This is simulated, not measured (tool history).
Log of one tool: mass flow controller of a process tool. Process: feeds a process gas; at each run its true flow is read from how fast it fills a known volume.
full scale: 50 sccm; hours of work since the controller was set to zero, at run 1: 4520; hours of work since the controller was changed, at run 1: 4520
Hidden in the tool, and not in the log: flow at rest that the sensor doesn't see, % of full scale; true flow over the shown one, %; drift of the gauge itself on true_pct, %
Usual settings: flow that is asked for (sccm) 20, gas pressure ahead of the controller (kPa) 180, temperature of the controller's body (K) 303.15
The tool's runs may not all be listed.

run    hour  flow that is asked for (sccm)  gas pressure ahead of the controller (kPa)  temperature of the controller's body (K)  hours of work since the controller was set to zero  hours of work since the controller was changed  true flow (%)
  1     0.0                             20                                         180                                    303.15                                                4520                                            4520          99.36
  2   160.3                             20                                         180                                    303.15                                                4639                                            4639          99.16
  3   356.8                             43                                         180                                    303.15                                                4786                                            4786          99.80
  4   501.9                             43                                         180                                    303.15                                                4894                                            4894          99.69
  5   673.8                             20                                         226                                    303.15                                                5023                                            5023          99.13
  6   775.7                             20                                         226                                    303.15                                                5099                                            5099          99.08
  7   950.6                             20                                         226                                    303.15                                                5229                                            5229          99.06
  8  1098.3                              5                                         180                                    303.15                                                5340                                            5340          98.33
  9  1268.7                              5                                         180                                    303.15                                                5467                                            5467          98.13
 10  1448.7                              5                                         180                                    303.15                                                5601                                            5601          98.23
 11  1553.6                             20                                         180                                    296.15                                                5680                                            5680          98.23
 12  1719.8                             11                                         180                                    303.15                                                5804                                            5804          98.23
 13  1905.1                             11                                         180                                    303.15                                                5942                                            5942          98.07
 14  2041.3                             11                                         180                                    303.15                                                6044                                            6044          98.03
 15  2220.8                             11                                         180                                    303.15                                                6178                                            6178          97.89
 16  2369.7                             17                                         180                                    303.15                                                6289                                            6289          98.18
 17  2513.9                             16                                         180                                    303.15                                                6397                                            6397          97.90
 18  2683.8                             16                                         180                                    303.15                                                6523                                            6523          97.70
 19  2844.4                             16                                         180                                    303.15                                                6643                                            6643          97.68
 20  2936.5                             16                                         180                                    303.15                                                6712                                            6712          97.62
 21  3083.3                             20                                         180                                    303.15                                                6822                                            6822          97.68
 22  3177.0                             10                                         206                                    312.15                                                6892                                            6892          97.99
 23  3353.8                             20                                         161                                    303.15                                                7024                                            7024          97.46
 24  3474.2                             30                                         230                                    301.15                                                7114                                            7114          98.02
 25  3584.3                             38                                         160                                    304.15                                                7196                                            7196          97.92
 26  3750.3                             12                                         180                                    294.15                                                7320                                            7320          96.71
 27  3844.6                             12                                         180                                    294.15                                                7390                                            7390          96.83
 28  3990.9                             15                                         280                                    303.15                                                7499                                            7499          97.63
 29  4182.4                             15                                         280                                    303.15                                                7642                                            7642          97.70
 30  4338.7                             16                                         213                                    304.15                                                7759                                            7759          97.23
     4394.4  -- controller's zero set anew
 31  4465.5                             16                                         234                                    306.15                                                  53                                            7853          97.33
 32  4598.1                             35                                         268                                    302.15                                                 152                                            7952          97.81
 33  4758.4                             35                                         268                                    302.15                                                 272                                            8072          97.66
 34  4911.9                             35                                         180                                    303.15                                                 386                                            8187          97.23
 35  5065.7                             13                                         180                                    303.15                                                 501                                            8301          96.45
 36  5186.7                             37                                         155                                    296.15                                                 592                                            8392          96.75
     5312.7  -- gauge calibrated
 37  5321.0                             37                                         155                                    296.15                                                 692                                            8492          99.43
 38  5494.9                             41                                         188                                    303.15                                                 822                                            8622          99.80
 39  5678.2                              7                                         246                                    310.15                                                 959                                            8759          99.35
 40  5832.8                              7                                         246                                    310.15                                                1074                                            8874          99.36
 41  5990.6                             28                                         231                                    310.15                                                1192                                            8992          99.69

Some steps in true flow (%) between neighbouring runs. How much of each would the tool show without its hidden state too (settings, what came in, random variation), and how much is left for the hidden state, with any gauge scatter that isn't in both results?
Run 1 -> 2: no setting changed, nothing entered. true flow (%) -0.20: hidden state -0.09, all else -0.11.
Run 2 -> 3: flow that is asked for (sccm) 20 -> 43. true flow (%) +0.64: hidden state -0.09, all else +0.73.
Run 25 -> 26: flow that is asked for (sccm) 38 -> 12, gas pressure ahead of the controller (kPa) 160 -> 180, temperature of the controller's body (K) 304.15 -> 294.15. true flow (%) -1.21: hidden state -0.09, all else -1.12.
Run 27 -> 28: flow that is asked for (sccm) 12 -> 15, gas pressure ahead of the controller (kPa) 180 -> 280, temperature of the controller's body (K) 294.15 -> 303.15. true flow (%) +0.80: hidden state -0.09, all else +0.89.
Run 36 -> 37: gauge calibrated. true flow (%) +2.68: hidden state +2.63, all else +0.05.
